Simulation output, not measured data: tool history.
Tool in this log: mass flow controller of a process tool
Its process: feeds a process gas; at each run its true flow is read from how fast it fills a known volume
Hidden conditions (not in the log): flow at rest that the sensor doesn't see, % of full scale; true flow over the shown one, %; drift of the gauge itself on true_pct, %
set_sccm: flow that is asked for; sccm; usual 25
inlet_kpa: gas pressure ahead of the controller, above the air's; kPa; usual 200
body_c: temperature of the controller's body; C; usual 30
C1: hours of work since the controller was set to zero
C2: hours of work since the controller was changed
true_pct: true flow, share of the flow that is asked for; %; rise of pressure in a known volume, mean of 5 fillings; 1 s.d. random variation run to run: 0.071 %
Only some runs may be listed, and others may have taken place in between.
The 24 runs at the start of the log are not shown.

Run 25, hour 1380.4: usual settings but set_sccm 20 sccm, inlet_kpa 237 kPa, body_c 27 C; C1 1765; C2 1765. Result: true_pct 99.24 %.
Run 26, hour 1435.8: usual settings but set_sccm 8 sccm, inlet_kpa 143 kPa, body_c 26 C; C1 1787; C2 1787. Result: true_pct 98.11 %.
Run 27, hour 1505.0: usual settings but set_sccm 7 sccm; C1 1814; C2 1814. Result: true_pct 97.91 %.
Run 28, hour 1568.2: usual settings but set_sccm 12 sccm, inlet_kpa 180 kPa, body_c 25 C; C1 1840; C2 1840. Result: true_pct 98.71 %.
Run 29, hour 1613.7: usual settings but set_sccm 28 sccm, body_c 34 C; C1 1858; C2 1858. Result: true_pct 98.74 %.
Run 30, hour 1667.4: usual settings but set_sccm 21 sccm, inlet_kpa 238 kPa, body_c 38 C; C1 1879; C2 1879. Result: true_pct 98.45 %.
Run 31, hour 1734.2: usual settings but set_sccm 49 sccm, inlet_kpa 251 kPa, body_c 26 C; C1 1905; C2 1905. Result: true_pct 99.93 %.
Run 32, hour 1805.6: usual settings but set_sccm 47 sccm, body_c 28 C; C1 1934; C2 1934. Result: true_pct 99.37 %.
Run 33, hour 1876.2: usual settings but set_sccm 27 sccm, inlet_kpa 202 kPa, body_c 35 C; C1 1962; C2 1962. Result: true_pct 98.65 %.
Run 34, hour 1942.4: usual settings but set_sccm 27 sccm, inlet_kpa 202 kPa, body_c 32 C; C1 1988; C2 1988. Result: true_pct 98.84 %.
Run 35, hour 2015.8: usual settings but set_sccm 45 sccm; C1 2017; C2 2017. Result: true_pct 99.23 %.
Run 36, hour 2063.4: usual settings but set_sccm 45 sccm; C1 2036; C2 2036. Result: true_pct 99.15 %.
Run 37, hour 2117.5: usual settings but set_sccm 19 sccm, inlet_kpa 160 kPa, body_c 28 C; C1 2057; C2 2057. Result: true_pct 98.67 %.
Run 38, hour 2159.4: usual settings but set_sccm 19 sccm, inlet_kpa 177 kPa, body_c 21 C; C1 2074; C2 2074. Result: true_pct 99.33 %.
Run 39, hour 2205.6: usual settings but inlet_kpa 173 kPa; C1 2092; C2 2092. Result: true_pct 98.82 %.
Run 40, hour 2274.0: usual settings but inlet_kpa 173 kPa; C1 2120; C2 2120. Result: true_pct 98.79 %.
Run 41, hour 2317.8: usual settings but set_sccm 5 sccm, body_c 32 C; C1 2137; C2 2137. Result: true_pct 96.99 %.
Run 42, hour 2392.3: usual settings but set_sccm 5 sccm, body_c 32 C; C1 2167; C2 2167. Result: true_pct 96.85 %.
Run 43, hour 2438.9: usual settings but set_sccm 28 sccm; C1 2185; C2 2185. Result: true_pct 99.07 %.
Run 44, hour 2496.7: usual settings but set_sccm 6 sccm; C1 2208; C2 2208. Result: true_pct 97.39 %.
Run 45, hour 2533.2: usual settings but set_sccm 6 sccm; C1 2222; C2 2222. Result: true_pct 97.48 %.
Run 46, hour 2591.5: usual settings but inlet_kpa 225 kPa; C1 2246; C2 2246. Result: true_pct 98.97 %.
Run 47, hour 2653.3: usual settings but inlet_kpa 225 kPa; C1 2270; C2 2270. Result: true_pct 99.07 %.
Run 48, hour 2685.3: usual settings but body_c 34 C; C1 2283; C2 2283. Result: true_pct 98.51 %.

Forecast each of these 4 alternatives for the next run:
Run A, hour 2762.0: usual settings but inlet_kpa 181 kPa, body_c 26 C; C1 2313; C2 2313. Result: true_pct ?.
Run B, hour 2762.0: usual settings but set_sccm 6 sccm; C1 2313; C2 2313. Result: true_pct ?.
Run C, hour 2762.0: usual settings but set_sccm 9 sccm, inlet_kpa 197 kPa, body_c 26 C; C1 2313; C2 2313. Result: true_pct ?.
Run D, hour 2762.0: usual settings but inlet_kpa 186 kPa, body_c 34 C; C1 2313; C2 2313. Result: true_pct ?.

run  true_pct
  A     99.11
  B     97.32
  C     98.16
  D     98.36
The same runs, with their run-to-run variation unchanged, on a tool lacking any hidden condition would have given:
run  true_pct
  A     99.69
  B     99.29
  C     99.52
  D     98.94
